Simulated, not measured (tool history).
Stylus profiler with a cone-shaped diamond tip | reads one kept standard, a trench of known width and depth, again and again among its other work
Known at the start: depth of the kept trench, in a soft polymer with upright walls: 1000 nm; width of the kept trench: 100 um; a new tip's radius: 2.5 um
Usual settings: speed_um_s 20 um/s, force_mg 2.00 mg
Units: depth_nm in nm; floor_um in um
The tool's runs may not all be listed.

{"run": 1, "hour": 0.0, "speed_um_s": 20, "force_mg": 2.0, "depth_nm": 1012.75, "floor_um": 95.94}
{"run": 2, "hour": 103.2, "speed_um_s": 20, "force_mg": 5.28, "depth_nm": 1024.56, "floor_um": 95.94}
{"run": 3, "hour": 200.5, "speed_um_s": 20, "force_mg": 0.84, "depth_nm": 1007.11, "floor_um": 95.88}
{"run": 4, "hour": 261.5, "speed_um_s": 20, "force_mg": 0.84, "depth_nm": 1007.56, "floor_um": 95.86}
{"run": 5, "hour": 346.4, "speed_um_s": 20, "force_mg": 0.84, "depth_nm": 1007.39, "floor_um": 95.91}
{"run": 6, "hour": 425.3, "speed_um_s": 6, "force_mg": 2.0, "depth_nm": 1012.8, "floor_um": 95.92}
{"run": 7, "hour": 563.8, "speed_um_s": 6, "force_mg": 2.0, "depth_nm": 1013.09, "floor_um": 95.95}
{"run": 8, "hour": 665.1, "speed_um_s": 68, "force_mg": 2.0, "depth_nm": 1013.12, "floor_um": 95.72}
{"run": 9, "hour": 787.2, "speed_um_s": 5, "force_mg": 2.0, "depth_nm": 1013.08, "floor_um": 95.99}
{"run": 10, "hour": 921.5, "speed_um_s": 5, "force_mg": 2.0, "depth_nm": 1013.0, "floor_um": 96.05}
{"run": 11, "hour": 989.0, "speed_um_s": 5, "force_mg": 2.0, "depth_nm": 1012.76, "floor_um": 95.95}
{"run": 12, "hour": 1101.4, "speed_um_s": 73, "force_mg": 2.0, "depth_nm": 1012.95, "floor_um": 95.75}
{"run": 13, "hour": 1195.1, "speed_um_s": 73, "force_mg": 2.0, "depth_nm": 1012.66, "floor_um": 95.8}
{"run": 14, "hour": 1302.3, "speed_um_s": 7, "force_mg": 2.0, "depth_nm": 1013.08, "floor_um": 95.94}
{"run": 15, "hour": 1422.2, "speed_um_s": 7, "force_mg": 2.0, "depth_nm": 1012.94, "floor_um": 96.0}
{"run": 16, "hour": 1518.6, "speed_um_s": 7, "force_mg": 2.0, "depth_nm": 1013.09, "floor_um": 96.03}
{"run": 17, "hour": 1650.5, "speed_um_s": 20, "force_mg": 2.0, "depth_nm": 1013.23, "floor_um": 95.97}
{"run": 18, "hour": 1771.4, "speed_um_s": 20, "force_mg": 2.0, "depth_nm": 1012.71, "floor_um": 95.89}
{"run": 19, "hour": 1879.7, "speed_um_s": 20, "force_mg": 2.0, "depth_nm": 1013.06, "floor_um": 95.89}
{"run": 20, "hour": 1979.9, "speed_um_s": 20, "force_mg": 3.09, "depth_nm": 1017.64, "floor_um": 95.95}
{"run": 21, "hour": 2119.8, "speed_um_s": 20, "force_mg": 1.98, "depth_nm": 1012.79, "floor_um": 95.91}
{"run": 22, "hour": 2197.4, "speed_um_s": 20, "force_mg": 2.0, "depth_nm": 1012.94, "floor_um": 95.9}
{"run": 23, "hour": 2256.8, "speed_um_s": 20, "force_mg": 2.0, "depth_nm": 1013.14, "floor_um": 95.89}
{"run": 24, "hour": 2339.5, "speed_um_s": 20, "force_mg": 2.0, "depth_nm": 1013.05, "floor_um": 95.9}
{"run": 25, "hour": 2403.4, "speed_um_s": 11, "force_mg": 1.28, "depth_nm": 1009.24, "floor_um": 95.96}
{"run": 26, "hour": 2517.2, "speed_um_s": 11, "force_mg": 1.28, "depth_nm": 1009.83, "floor_um": 95.94}
{"run": 27, "hour": 2640.8, "speed_um_s": 7, "force_mg": 1.22, "depth_nm": 1009.38, "floor_um": 95.99}
{"run": 28, "hour": 2747.6, "speed_um_s": 20, "force_mg": 1.56, "depth_nm": 1010.97, "floor_um": 95.89}
{"run": 29, "hour": 2870.5, "speed_um_s": 20, "force_mg": 1.56, "depth_nm": 1011.4, "floor_um": 95.92}
{"run": 30, "hour": 2994.2, "speed_um_s": 20, "force_mg": 1.56, "depth_nm": 1011.11, "floor_um": 95.91}
{"run": 31, "hour": 3114.4, "speed_um_s": 20, "force_mg": 1.56, "depth_nm": 1010.53, "floor_um": 95.88}
{"run": 32, "hour": 3185.0, "speed_um_s": 20, "force_mg": 0.74, "depth_nm": 1006.49, "floor_um": 95.89}
{"run": 33, "hour": 3279.2, "speed_um_s": 20, "force_mg": 0.74, "depth_nm": 1006.72, "floor_um": 95.87}
{"run": 34, "hour": 3414.1, "speed_um_s": 9, "force_mg": 1.87, "depth_nm": 1012.43, "floor_um": 95.95}
{"run": 35, "hour": 3506.4, "speed_um_s": 59, "force_mg": 1.87, "depth_nm": 1012.43, "floor_um": 95.74}
{"run": 36, "hour": 3573.9, "speed_um_s": 59, "force_mg": 1.87, "depth_nm": 1012.31, "floor_um": 95.81}
{"run": 37, "hour": 3661.7, "speed_um_s": 54, "force_mg": 2.42, "depth_nm": 1014.73, "floor_um": 95.82}
{"run": 38, "hour": 3723.7, "speed_um_s": 5, "force_mg": 4.28, "depth_nm": 1021.5, "floor_um": 95.95}
{"run": 39, "hour": 3834.3, "speed_um_s": 6, "force_mg": 0.76, "depth_nm": 1006.89, "floor_um": 95.95}
{"run": 40, "hour": 3962.7, "speed_um_s": 6, "force_mg": 0.76, "depth_nm": 1006.64, "floor_um": 96.04}
{"run": 41, "hour": 4077.7, "speed_um_s": 30, "force_mg": 2.05, "depth_nm": 1013.49, "floor_um": 95.86}
{"run": 42, "hour": 4188.3, "speed_um_s": 18, "force_mg": 3.08, "depth_nm": 1016.91, "floor_um": 95.93}
{"run": 43, "hour": 4272.1, "speed_um_s": 56, "force_mg": 4.58, "depth_nm": 1022.82, "floor_um": 95.88}
{"run": 44, "hour": 4406.8, "speed_um_s": 56, "force_mg": 4.58, "depth_nm": 1022.81, "floor_um": 95.82}
{"run": 45, "hour": 4541.8, "speed_um_s": 63, "force_mg": 4.88, "depth_nm": 1023.27, "floor_um": 95.83}

Taken out of this log: 5 entries between the listed runs. Where each belongs, and how the hidden state differs across it:
Between runs 6 and 7: height scale calibrated on a step standard (hour 459.1)
  height scale over the true one, %: 0.006 -> 0.001
  measured less the result without the state, floor_um: -0.02 -> -0.03 um
Between runs 8 and 9: new tip fitted, height scale calibrated (hour 730.0)
  radius of the tip, um: 2.53 -> 2.5; height scale over the true one, %: 0.002 -> 0
  measured less the result without the state, floor_um: -0.03 -> +0.00 um
Between runs 20 and 21: height scale calibrated on a step standard (hour 2091.4)
  height scale over the true one, %: 0.006 -> 0
  measured less the result without the state, floor_um: -0.01 -> -0.01 um
Between runs 34 and 35: height scale calibrated on a step standard (hour 3458.5)
  height scale over the true one, %: 0.006 -> 0
  measured less the result without the state, floor_um: -0.03 -> -0.03 um
Between runs 38 and 39: new tip fitted, height scale calibrated (hour 3832.6)
  radius of the tip, um: 2.53 -> 2.5; height scale over the true one, %: 0.001 -> 0
  measured less the result without the state, floor_um: -0.03 -> +0.00 um
